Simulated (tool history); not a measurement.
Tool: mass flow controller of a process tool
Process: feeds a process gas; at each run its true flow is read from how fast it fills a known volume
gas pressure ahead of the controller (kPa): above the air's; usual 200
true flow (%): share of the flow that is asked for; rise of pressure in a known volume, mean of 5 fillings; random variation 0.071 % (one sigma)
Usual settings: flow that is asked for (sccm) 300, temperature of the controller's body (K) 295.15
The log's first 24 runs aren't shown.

| run | hour | flow that is asked for (sccm) | gas pressure ahead of the controller (kPa) | temperature of the controller's body (K) | true flow (%) |
|---|---|---|---|---|---|
| 25 | 2498.6 | 300 | 200 | 298.15 | 99.52 |
| 26 | 2598.7 | 300 | 200 | 298.15 | 99.53 |
| 27 | 2695.5 | 165 | 200 | 300.15 | 98.93 |
| 28 | 2763.2 | 174 | 202 | 300.15 | 99.16 |
| 29 | 2872.9 | 174 | 202 | 300.15 | 99.1 |
| 30 | 2983 | 209 | 200 | 312.15 | 100.34 |
| 31 | 3080.2 | 141 | 203 | 296.15 | 98.42 |
| 32 | 3138.2 | 141 | 203 | 296.15 | 98.39 |
| 33 | 3218.1 | 141 | 203 | 296.15 | 98.55 |
| 34 | 3301.2 | 215 | 221 | 295.15 | 99.1 |
| 35 | 3427.2 | 193 | 274 | 295.15 | 99.16 |
| 36 | 3534.5 | 68 | 200 | 298.15 | 96.7 |

4 ways to go on from here, each from the tool as it stands after run 36. What would each give?
| A | 3659.6 | 249 | 140 | 295.15 | ? |
| B | 3659.6 | 281 | 200 | 298.15 | ? |
| C | 3659.6 | 78 | 265 | 299.15 | ? |
| D | 3659.6 | 96 | 200 | 296.15 | ? |

| run | true flow (%) |
|---|---|
| A | 98.78 |
| B | 99.49 |
| C | 97.61 |
| D | 97.38 |
Without the tool's hidden state the same runs would have given:
| run | true flow (%) |
|---|---|
| A | 99.05 |
| B | 99.65 |
| C | 99.91 |
| D | 99.12 |
